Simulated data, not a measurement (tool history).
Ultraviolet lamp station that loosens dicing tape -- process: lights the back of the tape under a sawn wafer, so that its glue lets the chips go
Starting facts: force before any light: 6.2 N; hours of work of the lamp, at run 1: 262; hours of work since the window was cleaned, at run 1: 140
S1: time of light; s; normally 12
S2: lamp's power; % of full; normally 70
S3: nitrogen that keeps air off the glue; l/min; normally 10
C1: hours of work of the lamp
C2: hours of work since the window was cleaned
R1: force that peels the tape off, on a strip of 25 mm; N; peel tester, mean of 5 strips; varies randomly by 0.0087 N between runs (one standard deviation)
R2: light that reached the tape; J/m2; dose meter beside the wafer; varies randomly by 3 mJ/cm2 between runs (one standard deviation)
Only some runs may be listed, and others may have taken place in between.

| run | hour | S1 | S2 | S3 | C1 | C2 | R1 | R2 |
|---|---|---|---|---|---|---|---|---|
| 1 | 0 | 12 | 70 | 10 | 262 | 140 | 0.442 | 3810 |
| 2 | 10.1 | 12 | 70 | 10 | 269 | 146 | 0.457 | 3840 |
| 3 | 21 | 12 | 70 | 10 | 276 | 154 | 0.457 | 3750 |
| 4 | 37 | 12 | 70 | 10 | 287 | 164 | 0.454 | 3760 |
| 5 | 59.6 | 12 | 70 | 10 | 302 | 179 | 0.499 | 3780 |
| 6 | 75.3 | 12 | 71 | 10 | 312 | 190 | 0.48 | 3730 |
| 7 | 95.1 | 12 | 71 | 10 | 325 | 203 | 0.46 | 3710 |
| 8 | 111.4 | 12 | 70 | 3 | 336 | 214 | 1.136 | 3580 |
| 9 | 120.8 | 12 | 71 | 4 | 342 | 220 | 0.961 | 3650 |
| 10 | 139.1 | 12 | 96 | 14 | 354 | 232 | 0.277 | 4840 |
| 11 | 149.3 | 11 | 70 | 3 | 361 | 239 | 1.361 | 3210 |
| 12 | 168.6 | 11 | 70 | 3 | 374 | 251 | 1.411 | 3220 |
|  | 180.8 | window cleaned of glue's vapour |
| 13 | 191.8 | 14 | 88 | 10 | 389 | 7 | 0.282 | 5540 |
| 14 | 206.9 | 12 | 64 | 10 | 399 | 17 | 0.533 | 3480 |

Forecast each of these 3 alternatives for the next run:
| A | 217.3 | 7 | 70 | 6 | 406 | 24 | ? | ? |
| B | 217.3 | 7 | 89 | 6 | 406 | 24 | ? | ? |
| C | 217.3 | 11 | 65 | 5 | 406 | 24 | ? | ? |

| run | R1 | R2 |
|---|---|---|
| A | 1.563 | 2170 |
| B | 1.053 | 2780 |
| C | 1.024 | 3180 |
What these runs would have given with no unlogged condition in the tool:
| run | R1 | R2 |
|---|---|---|
| A | 1.231 | 2580 |
| B | 0.797 | 3310 |
| C | 0.77 | 3780 |
